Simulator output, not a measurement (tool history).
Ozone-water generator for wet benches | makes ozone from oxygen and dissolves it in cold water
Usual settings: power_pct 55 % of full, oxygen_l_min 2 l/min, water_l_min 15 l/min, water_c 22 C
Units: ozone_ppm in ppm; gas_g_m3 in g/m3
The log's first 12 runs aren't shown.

run	hour	power_pct	oxygen_l_min	water_l_min	water_c	ozone_ppm	gas_g_m3
13	483.9	55	2	15	22	8.3	166.1
14	521.8	55	2	15	23	8.2	164.9
15	572.9	55	2	15	22	8.2	166.3
# hour 613.1: contactor cleaned
16	613.1	55	2	15	22	9.2	163.1
17	646.2	55	2	15	22	9.1	164.8
18	676.2	55	3.52	11	22	14.2	137.3
19	733.4	55	3.52	11	22	14.3	138
20	788.9	55	3.52	11	22	14.4	137.8
21	839.7	55	1.59	10	22	12.8	177.6
# hour 845.1: water thermometer calibrated
22	885.8	55	1.06	10	22	11.1	198.5
23	941.7	55	1.06	10	22	10.8	198.8
24	986	55	1.06	10	22	10.9	199.4
25	1019.8	86	1.36	15	22	9.6	232.6
# hour 1041.8: water thermometer calibrated, once more
26	1062.4	86	1.36	10	22	15	231.1
27	1097.8	59	2.65	9	20	17.1	155.3
28	1154.8	55	2	12	22	11.1	162
29	1180.6	49	2	19	22	6.5	153.3
30	1224.5	49	2	19	22	6.3	152.2
31	1272.5	49	1.26	19	21	5.1	175.9
32	1301.8	83	3.06	19	28	8.9	174.3

3 ways to go on from here, each from the tool as it stands after run 32. What would each give?
A	1360.5	55	2	23	22	?	?
B	1360.5	83	1.11	21	18	?	?
C	1360.5	55	2	15	18	?	?

run	ozone_ppm	gas_g_m3
A	5.3	159.3
B	5.6	240.5
C	9.3	161.7
Without the tool's hidden state the same runs would have given:
run	ozone_ppm	gas_g_m3
A	5.8	171.8
B	6.2	264.2
C	10.2	174.2
